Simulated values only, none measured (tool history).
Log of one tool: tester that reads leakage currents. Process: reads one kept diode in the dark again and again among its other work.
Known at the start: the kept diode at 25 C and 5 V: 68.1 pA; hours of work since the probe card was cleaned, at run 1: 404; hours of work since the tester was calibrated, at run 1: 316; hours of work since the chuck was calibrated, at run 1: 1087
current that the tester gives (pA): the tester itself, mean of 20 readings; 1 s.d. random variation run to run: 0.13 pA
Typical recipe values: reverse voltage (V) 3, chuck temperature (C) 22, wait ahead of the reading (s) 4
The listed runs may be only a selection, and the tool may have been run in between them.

run,day,reverse voltage (V),chuck temperature (C),wait ahead of the reading (s),hours of work since the probe card was cleaned,hours of work since the tester was calibrated,hours of work since the chuck was calibrated,current that the tester gives (pA)
1,0,3,22,4,404,316,1087,39.77
2,0.717,3,22,4,411,323,1094,39.61
3,1.458,3,22,4,418,330,1101,39.72
4,2.962,3,22,4,432,345,1115,39.87
5,3.812,3,22,4,441,353,1123,39.74
6,4.679,3,22,4,449,361,1132,39.94
7,6.308,3,22,4,465,377,1147,39.63
8,7.879,3,22,4,480,392,1163,39.81
9,9.592,3,22,4,496,408,1179,39.58
10,10.621,3,22,5.55,506,418,1189,39.6
11,11.683,3,22,5.55,516,429,1199,39.77
12,13.058,3,22,4,530,442,1212,39.86
13,14.017,3,22,4,539,451,1222,39.85
14,15.208,3,22,4,550,462,1233,39.84
15,16.654,3,22,4,564,476,1247,39.85
16,17.688,3,22,4,574,486,1257,39.66
17,19.35,3,22,4,590,502,1273,39.68
18,20.512,3,22,4,601,514,1284,39.82
19,22.15,3,22,4,617,529,1300,39.76
20,23.604,3,22,4,631,543,1314,39.9
21,24.733,2.53,25,1.28,642,554,1325,46.61
22,25.438,9.48,46,6.45,649,561,1331,499.07
23,26.308,9.48,46,6.45,657,569,1340,496.36
24,27.621,14.55,26,8.14,670,582,1352,137.05
25,29.058,10.43,26,8.14,684,596,1366,112.9
26,29.867,6.1,22,4,691,604,1374,59.94
27,30.983,3.97,34,3.18,702,614,1385,123.15
28,32.433,14.15,25,1.7,716,628,1399,126.15
29,33.15,2.29,26,0.35,723,635,1406,49.29
30,33.992,12.8,22,4,731,643,1414,91.6
31,34.796,1.34,22,4,739,651,1422,24.83
32,35.846,1.34,22,0.73,749,661,1432,25.37
33,37.117,1.34,22,0.73,761,673,1444,25.57
34,38.325,3,22,7.26,773,685,1455,39.55
35,39.596,13.21,39,2.52,785,697,1468,361.24
36,40.533,3,22,2.23,794,706,1477,40.06
37,41.446,17.98,22,3.71,803,715,1486,112.31
38,42.517,1.57,58,4,813,725,1496,408.27
39,44.133,1.57,58,4,829,741,1511,406.56

Here are 3 independent what-if runs from the current tool condition. What would each one return?
A,44.992,4.26,58,4,837,749,1520,?
B,44.992,1.57,39,4,837,749,1520,?
C,44.992,1.57,21,4,837,749,1520,?

run,current that the tester gives (pA)
A,723.95
B,105.94
C,25.17
Without the tool's hidden state the same runs would have given:
run,current that the tester gives (pA)
A,725.4
B,106.17
C,25.23
